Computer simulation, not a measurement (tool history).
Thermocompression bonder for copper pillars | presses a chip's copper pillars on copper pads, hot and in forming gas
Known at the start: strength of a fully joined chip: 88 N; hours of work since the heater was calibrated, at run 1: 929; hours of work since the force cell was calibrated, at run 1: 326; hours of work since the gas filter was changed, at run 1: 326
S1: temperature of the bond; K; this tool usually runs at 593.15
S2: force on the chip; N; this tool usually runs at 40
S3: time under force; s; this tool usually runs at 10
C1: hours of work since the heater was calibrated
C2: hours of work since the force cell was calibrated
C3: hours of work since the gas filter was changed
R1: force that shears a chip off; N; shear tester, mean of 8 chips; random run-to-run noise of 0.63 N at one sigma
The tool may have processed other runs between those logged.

{"run": 1, "hour": 0.0, "S1": 593.15, "S2": 40, "S3": 10, "C1": 929, "C2": 326, "C3": 326, "R1": 37.9}
{"run": 2, "hour": 55.6, "S1": 593.15, "S2": 40, "S3": 10, "C1": 972, "C2": 369, "C3": 369, "R1": 38}
{"run": 3, "hour": 101.4, "S1": 593.15, "S2": 40, "S3": 10, "C1": 1007, "C2": 404, "C3": 404, "R1": 38.4}
{"run": 4, "hour": 129.2, "S1": 589.15, "S2": 40, "S3": 10, "C1": 1028, "C2": 425, "C3": 425, "R1": 34.9}
{"run": 5, "hour": 184.0, "S1": 589.15, "S2": 40, "S3": 10, "C1": 1071, "C2": 467, "C3": 467, "R1": 35.8}
{"run": 6, "hour": 207.9, "S1": 593.15, "S2": 40, "S3": 10, "C1": 1089, "C2": 485, "C3": 485, "R1": 36.9}
{"hour": 222.8, "done": "forming gas filter changed"}
{"run": 7, "hour": 261.7, "S1": 593.15, "S2": 40, "S3": 10, "C1": 1130, "C2": 526, "C3": 30, "R1": 40.6}
{"run": 8, "hour": 312.1, "S1": 593.15, "S2": 40, "S3": 10, "C1": 1168, "C2": 565, "C3": 68, "R1": 40.5}
{"run": 9, "hour": 342.8, "S1": 593.15, "S2": 40, "S3": 10, "C1": 1192, "C2": 588, "C3": 92, "R1": 40.9}
{"run": 10, "hour": 376.6, "S1": 593.15, "S2": 40, "S3": 10, "C1": 1218, "C2": 614, "C3": 118, "R1": 40.1}
{"run": 11, "hour": 425.0, "S1": 593.15, "S2": 31, "S3": 10, "C1": 1255, "C2": 651, "C3": 155, "R1": 32.2}
{"run": 12, "hour": 473.5, "S1": 593.15, "S2": 40, "S3": 7, "C1": 1292, "C2": 688, "C3": 192, "R1": 34.2}
{"run": 13, "hour": 524.6, "S1": 593.15, "S2": 40, "S3": 7, "C1": 1331, "C2": 728, "C3": 231, "R1": 34.8}
{"run": 14, "hour": 558.3, "S1": 593.15, "S2": 40, "S3": 21, "C1": 1357, "C2": 753, "C3": 257, "R1": 50}
{"run": 15, "hour": 615.1, "S1": 593.15, "S2": 40, "S3": 21, "C1": 1400, "C2": 797, "C3": 301, "R1": 49.6}
{"run": 16, "hour": 652.7, "S1": 593.15, "S2": 40, "S3": 21, "C1": 1429, "C2": 826, "C3": 329, "R1": 50.2}
{"run": 17, "hour": 682.8, "S1": 593.15, "S2": 40, "S3": 21, "C1": 1452, "C2": 849, "C3": 353, "R1": 50.8}
{"run": 18, "hour": 711.7, "S1": 567.15, "S2": 40, "S3": 21, "C1": 1475, "C2": 871, "C3": 375, "R1": 37.7}
{"run": 19, "hour": 739.3, "S1": 567.15, "S2": 35, "S3": 21, "C1": 1496, "C2": 892, "C3": 396, "R1": 34.2}
{"run": 20, "hour": 789.9, "S1": 567.15, "S2": 35, "S3": 21, "C1": 1534, "C2": 931, "C3": 435, "R1": 34.5}
{"hour": 822.2, "done": "heater calibrated with a thermocouple chip"}
{"run": 21, "hour": 847.0, "S1": 567.15, "S2": 35, "S3": 21, "C1": 19, "C2": 973, "C3": 477, "R1": 28}
{"hour": 873.1, "done": "forming gas filter changed"}
{"run": 22, "hour": 878.1, "S1": 593.15, "S2": 25, "S3": 10, "C1": 42, "C2": 997, "C3": 4, "R1": 26.3}
{"run": 23, "hour": 931.0, "S1": 615.15, "S2": 40, "S3": 25, "C1": 83, "C2": 1037, "C3": 44, "R1": 60.7}
{"run": 24, "hour": 975.8, "S1": 615.15, "S2": 40, "S3": 25, "C1": 117, "C2": 1071, "C3": 79, "R1": 59.7}
{"run": 25, "hour": 1004.5, "S1": 613.15, "S2": 52, "S3": 10, "C1": 139, "C2": 1093, "C3": 101, "R1": 50.6}
{"run": 26, "hour": 1052.7, "S1": 622.15, "S2": 41, "S3": 6, "C1": 176, "C2": 1130, "C3": 138, "R1": 40.5}
{"run": 27, "hour": 1085.1, "S1": 578.15, "S2": 30, "S3": 19, "C1": 201, "C2": 1155, "C3": 163, "R1": 30.5}
{"run": 28, "hour": 1109.2, "S1": 607.15, "S2": 41, "S3": 19, "C1": 220, "C2": 1174, "C3": 181, "R1": 52.2}
{"run": 29, "hour": 1141.3, "S1": 607.15, "S2": 41, "S3": 19, "C1": 244, "C2": 1198, "C3": 206, "R1": 51.9}
{"run": 30, "hour": 1188.2, "S1": 607.15, "S2": 41, "S3": 19, "C1": 280, "C2": 1234, "C3": 242, "R1": 51}
{"run": 31, "hour": 1224.9, "S1": 606.15, "S2": 49, "S3": 23, "C1": 308, "C2": 1262, "C3": 270, "R1": 57.9}
{"run": 32, "hour": 1262.0, "S1": 581.15, "S2": 40, "S3": 6, "C1": 337, "C2": 1291, "C3": 298, "R1": 24.4}
{"run": 33, "hour": 1305.9, "S1": 581.15, "S2": 40, "S3": 6, "C1": 370, "C2": 1324, "C3": 332, "R1": 23.7}
{"run": 34, "hour": 1357.4, "S1": 593.15, "S2": 45, "S3": 12, "C1": 410, "C2": 1364, "C3": 371, "R1": 40.1}
{"run": 35, "hour": 1384.9, "S1": 586.15, "S2": 59, "S3": 11, "C1": 431, "C2": 1385, "C3": 392, "R1": 42.2}
{"run": 36, "hour": 1428.6, "S1": 593.15, "S2": 40, "S3": 18, "C1": 464, "C2": 1418, "C3": 426, "R1": 42.5}
{"run": 37, "hour": 1475.2, "S1": 593.15, "S2": 50, "S3": 8, "C1": 500, "C2": 1454, "C3": 461, "R1": 36.5}
{"run": 38, "hour": 1504.4, "S1": 607.15, "S2": 29, "S3": 28, "C1": 522, "C2": 1477, "C3": 484, "R1": 44.1}
{"hour": 1521.0, "done": "forming gas filter changed"}
{"run": 39, "hour": 1561.0, "S1": 607.15, "S2": 29, "S3": 28, "C1": 565, "C2": 1520, "C3": 31, "R1": 49.3}

Branching from run 39: 4 alternative next runs. What would each branch give?
{"run": "A", "hour": 1608.0, "S1": 593.15, "S2": 40, "S3": 8, "C1": 602, "C2": 1556, "C3": 67, "R1": "?"}
{"run": "B", "hour": 1608.0, "S1": 593.15, "S2": 40, "S3": 10, "C1": 602, "C2": 1556, "C3": 67, "R1": "?"}
{"run": "C", "hour": 1608.0, "S1": 569.15, "S2": 24, "S3": 7, "C1": 602, "C2": 1556, "C3": 67, "R1": "?"}
{"run": "D", "hour": 1608.0, "S1": 607.15, "S2": 47, "S3": 12, "C1": 602, "C2": 1556, "C3": 67, "R1": "?"}

run=A R1=34.2
run=B R1=36.8
run=C R1=15.3
run=D R1=50.3
Had the tool no hidden state, the same runs would have come out as:
run=A R1=35.2
run=B R1=37.8
run=C R1=15.7
run=D R1=51.7

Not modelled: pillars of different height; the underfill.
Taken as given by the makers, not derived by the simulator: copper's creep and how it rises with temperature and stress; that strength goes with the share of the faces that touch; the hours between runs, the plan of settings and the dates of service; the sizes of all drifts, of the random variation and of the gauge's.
